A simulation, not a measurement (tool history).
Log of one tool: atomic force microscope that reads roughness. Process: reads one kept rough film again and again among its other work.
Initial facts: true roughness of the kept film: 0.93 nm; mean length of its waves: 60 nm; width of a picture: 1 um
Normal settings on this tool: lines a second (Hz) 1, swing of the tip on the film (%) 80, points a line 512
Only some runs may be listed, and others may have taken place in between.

| run | day | lines a second (Hz) | swing of the tip on the film (%) | points a line | roughness of the kept film (nm (root mean square)) |
|---|---|---|---|---|---|
| 1 | 0 | 1 | 80 | 512 | 0.815 |
| 2 | 1.558 | 1 | 80 | 512 | 0.818 |
| 3 | 3.462 | 2.17 | 80 | 512 | 0.721 |
|  | 5.304 | new tip fitted |
| 4 | 5.396 | 0.75 | 80 | 512 | 0.852 |
| 5 | 7.742 | 1 | 80 | 512 | 0.826 |
| 6 | 9.021 | 1 | 80 | 941 | 0.825 |
| 7 | 10.567 | 1.73 | 80 | 512 | 0.759 |
| 8 | 13.1 | 1.73 | 80 | 512 | 0.758 |
| 9 | 14.217 | 1.73 | 80 | 512 | 0.751 |
|  | 14.479 | new tip fitted |
| 10 | 16.879 | 1 | 80 | 512 | 0.824 |
| 11 | 18.475 | 1 | 80 | 512 | 0.826 |
| 12 | 21.188 | 1 | 80 | 512 | 0.816 |
| 13 | 23.271 | 1 | 80 | 512 | 0.812 |
|  | 23.533 | new tip fitted |
| 14 | 25.446 | 1 | 80 | 512 | 0.827 |
| 15 | 27.704 | 1 | 80 | 633 | 0.82 |
| 16 | 29.979 | 1 | 80 | 633 | 0.819 |
| 17 | 31.212 | 1 | 70 | 512 | 0.86 |
| 18 | 32.433 | 1 | 80 | 512 | 0.812 |
|  | 32.704 | new tip fitted |
| 19 | 34.742 | 1 | 80 | 512 | 0.831 |
| 20 | 37.317 | 1 | 76 | 512 | 0.839 |
| 21 | 39.529 | 1 | 76 | 512 | 0.831 |
| 22 | 41.575 | 1 | 76 | 512 | 0.826 |
|  | 41.742 | new tip fitted |
| 23 | 43.517 | 1 | 76 | 512 | 0.849 |
| 24 | 44.688 | 1.05 | 76 | 482 | 0.839 |
| 25 | 47.067 | 1.16 | 86 | 264 | 0.783 |
| 26 | 49.296 | 1.65 | 64 | 671 | 0.837 |
| 27 | 50.454 | 1.65 | 64 | 671 | 0.835 |
|  | 50.704 | new tip fitted |
| 28 | 52.596 | 1.65 | 64 | 671 | 0.86 |
| 29 | 54.567 | 1.65 | 64 | 671 | 0.855 |
| 30 | 56.725 | 1.52 | 85 | 354 | 0.745 |
| 31 | 58.371 | 2.28 | 80 | 825 | 0.723 |
|  | 59.812 | new tip fitted |
| 32 | 60.254 | 2.12 | 59 | 579 | 0.87 |
| 33 | 61.771 | 0.64 | 59 | 641 | 0.911 |
| 34 | 64.204 | 0.58 | 62 | 398 | 0.897 |
| 35 | 65.325 | 0.58 | 62 | 398 | 0.892 |
| 36 | 67.429 | 1 | 80 | 796 | 0.812 |
|  | 68.817 | new tip fitted |
| 37 | 69.058 | 3.42 | 80 | 512 | 0.677 |
| 38 | 70.938 | 3.42 | 80 | 512 | 0.676 |

Each row is a separate what-if for the run after 38, all from the same tool condition, not one after another. Results?
| A | 72.346 | 3.47 | 80 | 512 | ? |
| B | 72.346 | 2.97 | 79 | 422 | ? |
| C | 72.346 | 3.04 | 88 | 262 | ? |
| D | 72.346 | 1.29 | 56 | 420 | ? |

| run | roughness of the kept film (nm (root mean square)) |
|---|---|
| A | 0.673 |
| B | 0.707 |
| C | 0.614 |
| D | 0.892 |
With no hidden state in the tool, these same runs would have given:
| run | roughness of the kept film (nm (root mean square)) |
|---|---|
| A | 0.672 |
| B | 0.705 |
| C | 0.613 |
| D | 0.891 |
